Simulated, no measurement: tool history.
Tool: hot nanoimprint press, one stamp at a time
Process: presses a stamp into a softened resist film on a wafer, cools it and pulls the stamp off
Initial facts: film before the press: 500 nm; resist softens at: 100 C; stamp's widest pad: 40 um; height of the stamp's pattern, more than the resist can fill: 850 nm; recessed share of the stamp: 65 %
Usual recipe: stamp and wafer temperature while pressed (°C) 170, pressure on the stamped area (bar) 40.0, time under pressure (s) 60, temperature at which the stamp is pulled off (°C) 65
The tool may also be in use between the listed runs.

run   hour  stamp and wafer temperature while pressed (°C)  pressure on the stamped area (bar)  time under pressure (s)  temperature at which the stamp is pulled off (°C)  resist left under the stamp's widest pad (Å)  greatest force while the stamp is pulled off (N)
  1    0.0                                             170                                40.0                       60                                                 65                                          2133                                               241
  2   13.1                                             170                                40.0                       60                                                 65                                          2120                                               238
  3   24.9                                             169                                40.0                       60                                                 65                                          2240                                               251
  4   36.5                                             169                                40.0                       60                                                 65                                          2229                                               255
  5   48.2                                             169                                40.0                       60                                                 65                                          2242                                               256
  6   58.9                                             170                                36.4                       60                                                 65                                          2238                                               262
  7   66.2                                             170                                36.4                       60                                                 65                                          2205                                               264
  8   79.1                                             170                                36.4                       60                                                 72                                          2215                                               245
  9   92.4                                             170                                36.4                       60                                                 72                                          2221                                               253
 10   98.1                                             170                                33.1                       60                                                 65                                          2311                                               270
 11  109.9                                             170                                33.1                       60                                                 65                                          2310                                               280
     120.6  -- stamp cleaned and given a new release coat
 12  128.1                                             170                                40.0                       62                                                 65                                          2076                                               164
 13  134.7                                             170                                40.0                       62                                                 65                                          2073                                               173
 14  143.2                                             176                                40.0                       60                                                 65                                          1635                                               171
 15  151.6                                             176                                40.0                       60                                                 65                                          1624                                               170
 16  165.5                                             172                                36.1                       60                                                 65                                          2023                                               172
 17  172.3                                             165                                57.0                      114                                                 66                                          1742                                               177
 18  183.1                                             164                                51.4                       33                                                 66                                          2974                                               175
 19  196.5                                             180                                35.9                       82                                                 69                                          1257                                               174
 20  205.6                                             159                                34.3                       45                                                 68                                          3719                                               178
 21  216.7                                             170                                24.2                      107                                                 61                                          2166                                               203
 22  224.0                                             172                                42.0                       36                                                 70                                          2265                                               178
 23  234.4                                             166                                42.0                       76                                                 56                                          2239                                               208
 24  242.5                                             166                                42.0                       76                                                 56                                          2232                                               215
 25  253.6                                             177                                40.6                       74                                                 55                                          1402                                               223
 26  264.7                                             159                                39.0                       43                                                 61                                          3627                                               217
 27  272.2                                             159                                39.0                       43                                                 66                                          3564                                               209
     276.5  -- plate thermocouple calibrated
 28  287.5                                             177                                39.0                       43                                                 66                                          1924                                               207
 29  296.1                                             176                                56.0                       62                                                 71                                          1446                                               199
 30  306.6                                             176                                56.0                       62                                                 71                                          1447                                               204

Some steps in resist left under the stamp's widest pad (Å), run to run, broken into two amounts with sign: the step expected even without the hidden condition (settings, incoming material, random variation), and the rest, left for the hidden condition together with whatever gauge scatter is not in both the measured and the hidden-condition-free result:
What the log doesn't record here: true temperature over the reading, C; pressure that arrives at the usual setting, %; grip of the stamp's worn release coat, % over a new coat's; drift of the gauge itself on residual_nm, %; drift of the gauge itself on pull_off_n, %.
Run 18 -> 19: stamp and wafer temperature while pressed (°C) 164 -> 180, pressure on the stamped area (bar) 51.4 -> 35.9, time under pressure (s) 33 -> 82, temperature at which the stamp is pulled off (°C) 66 -> 69. resist left under the stamp's widest pad (Å) -1717: hidden state +85, all else -1802.
Run 19 -> 20: stamp and wafer temperature while pressed (°C) 180 -> 159, pressure on the stamped area (bar) 35.9 -> 34.3, time under pressure (s) 82 -> 45, temperature at which the stamp is pulled off (°C) 69 -> 68. resist left under the stamp's widest pad (Å) +2462: hidden state -89, all else +2551.
Run 25 -> 26: stamp and wafer temperature while pressed (°C) 177 -> 159, pressure on the stamped area (bar) 40.6 -> 39.0, time under pressure (s) 74 -> 43, temperature at which the stamp is pulled off (°C) 55 -> 61. resist left under the stamp's widest pad (Å) +2225: hidden state -89, all else +2314.
Run 27 -> 28: stamp and wafer temperature while pressed (°C) 159 -> 177, plate thermocouple calibrated. resist left under the stamp's widest pad (Å) -1640: hidden state +214, all else -1854.
